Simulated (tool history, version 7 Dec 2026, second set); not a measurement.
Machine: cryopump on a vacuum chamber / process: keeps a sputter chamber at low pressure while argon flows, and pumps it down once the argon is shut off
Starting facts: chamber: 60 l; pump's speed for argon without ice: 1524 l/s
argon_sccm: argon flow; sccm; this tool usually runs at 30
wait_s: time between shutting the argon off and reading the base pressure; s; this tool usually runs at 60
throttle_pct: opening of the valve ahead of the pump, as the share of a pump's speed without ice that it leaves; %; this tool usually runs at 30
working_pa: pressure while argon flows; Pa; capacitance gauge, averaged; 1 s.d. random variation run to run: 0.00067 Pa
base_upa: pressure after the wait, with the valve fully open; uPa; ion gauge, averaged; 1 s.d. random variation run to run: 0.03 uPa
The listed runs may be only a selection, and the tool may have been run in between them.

run 1 hour=0 | argon_sccm=30 wait_s=60 throttle_pct=30 | working_pa=0.1144 base_upa=3.48
run 2 hour=14.6 | argon_sccm=30 wait_s=60 throttle_pct=30 | working_pa=0.1158 base_upa=3.49
run 3 hour=27.6 | argon_sccm=30 wait_s=60 throttle_pct=30 | working_pa=0.1148 base_upa=3.45
run 4 hour=42.5 | argon_sccm=30 wait_s=60 throttle_pct=30 | working_pa=0.1142 base_upa=3.51
run 5 hour=53.8 | argon_sccm=30 wait_s=60 throttle_pct=30 | working_pa=0.1143 base_upa=3.55
run 6 hour=66.1 | argon_sccm=30 wait_s=60 throttle_pct=30 | working_pa=0.1152 base_upa=3.43
run 7 hour=85.3 | argon_sccm=16 wait_s=60 throttle_pct=30 | working_pa=0.0606 base_upa=3.54
run 8 hour=96 | argon_sccm=36 wait_s=31 throttle_pct=30 | working_pa=0.1386 base_upa=4.73
run 9 hour=115.4 | argon_sccm=16 wait_s=60 throttle_pct=30 | working_pa=0.0608 base_upa=3.52
run 10 hour=123.8 | argon_sccm=35 wait_s=60 throttle_pct=30 | working_pa=0.1362 base_upa=3.53
run 11 hour=132.3 | argon_sccm=19 wait_s=58 throttle_pct=30 | working_pa=0.0725 base_upa=3.67
run 12 hour=149.5 | argon_sccm=19 wait_s=103 throttle_pct=60 | working_pa=0.0381 base_upa=3.07

What if the next run were any one of these 3? Each begins from the tool's condition after run 12:
run A hour=164.5 | argon_sccm=19 wait_s=298 throttle_pct=31 | working_pa=? base_upa=?
run B hour=164.5 | argon_sccm=16 wait_s=114 throttle_pct=42 | working_pa=? base_upa=?
run C hour=164.5 | argon_sccm=30 wait_s=86 throttle_pct=34 | working_pa=? base_upa=?

run=A working_pa=0.0701 base_upa=2.55
run=B working_pa=0.0441 base_upa=2.92
run=C working_pa=0.1025 base_upa=3.27
With the hidden condition removed and each run's random variation left untouched, the same runs would have given:
run=A working_pa=0.0674 base_upa=0.46
run=B working_pa=0.0418 base_upa=0.86
run=C working_pa=0.0983 base_upa=1.14

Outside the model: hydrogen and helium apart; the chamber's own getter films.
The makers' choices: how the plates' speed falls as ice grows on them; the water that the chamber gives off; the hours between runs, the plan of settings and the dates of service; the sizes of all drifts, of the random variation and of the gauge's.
